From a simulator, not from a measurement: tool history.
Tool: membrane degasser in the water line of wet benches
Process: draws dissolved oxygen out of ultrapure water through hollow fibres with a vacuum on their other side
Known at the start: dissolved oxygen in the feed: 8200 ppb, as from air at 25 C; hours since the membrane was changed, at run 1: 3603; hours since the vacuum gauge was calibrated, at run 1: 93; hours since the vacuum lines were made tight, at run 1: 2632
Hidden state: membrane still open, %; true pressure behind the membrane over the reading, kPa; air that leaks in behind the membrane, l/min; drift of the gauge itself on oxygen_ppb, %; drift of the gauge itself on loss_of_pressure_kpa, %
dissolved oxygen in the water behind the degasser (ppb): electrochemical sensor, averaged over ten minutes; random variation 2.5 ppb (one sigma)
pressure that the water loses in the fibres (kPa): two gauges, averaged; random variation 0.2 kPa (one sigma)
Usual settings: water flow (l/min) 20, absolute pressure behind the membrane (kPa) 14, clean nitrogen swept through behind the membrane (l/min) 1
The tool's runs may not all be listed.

| run | hour | water flow (l/min) | absolute pressure behind the membrane (kPa) | clean nitrogen swept through behind the membrane (l/min) | hours since the membrane was changed | hours since the vacuum gauge was calibrated | hours since the vacuum lines were made tight | dissolved oxygen in the water behind the degasser (ppb) | pressure that the water loses in the fibres (kPa) |
|---|---|---|---|---|---|---|---|---|---|
| 1 | 0 | 20 | 14 | 1 | 3603 | 93 | 2632 | 525.6 | 44.79 |
| 2 | 101.5 | 13 | 14 | 1 | 3704 | 195 | 2733 | 322.8 | 28.69 |
| 3 | 172.1 | 20 | 14 | 1 | 3775 | 265 | 2804 | 531.3 | 44.38 |
| 4 | 271.6 | 20 | 14 | 1 | 3874 | 365 | 2903 | 528 | 44.16 |
| 5 | 350.5 | 20 | 14 | 1 | 3953 | 444 | 2982 | 528.3 | 44.48 |
| 6 | 457.5 | 20 | 14 | 1 | 4060 | 551 | 3089 | 531.1 | 44.58 |
| 7 | 540 | 20 | 14 | 1 | 4143 | 633 | 3172 | 528 | 44.64 |
| 8 | 689.7 | 26 | 14 | 1 | 4292 | 783 | 3321 | 744.4 | 58.11 |
| 9 | 796.8 | 26 | 14 | 1 | 4400 | 890 | 3429 | 744.3 | 57.58 |
| 10 | 913.2 | 26 | 14 | 1 | 4516 | 1006 | 3545 | 745.2 | 57.62 |
| 11 | 1036.4 | 26 | 14 | 1 | 4639 | 1130 | 3668 | 749.4 | 57.8 |
| 12 | 1143.6 | 26 | 14 | 1 | 4746 | 1237 | 3775 | 746.2 | 57.3 |

The next listed run, before its measurement:
| 13 | 1275.1 | 26 | 14 | 1 | 4878 | 1368 | 3907 | ? | ? |

Run 13 gave dissolved oxygen in the water behind the degasser (ppb) 741.8, pressure that the water loses in the fibres (kPa) 57.76.
Without the tool's hidden state the same run would have given dissolved oxygen in the water behind the degasser (ppb) 741.2, pressure that the water loses in the fibres (kPa) 57.72.

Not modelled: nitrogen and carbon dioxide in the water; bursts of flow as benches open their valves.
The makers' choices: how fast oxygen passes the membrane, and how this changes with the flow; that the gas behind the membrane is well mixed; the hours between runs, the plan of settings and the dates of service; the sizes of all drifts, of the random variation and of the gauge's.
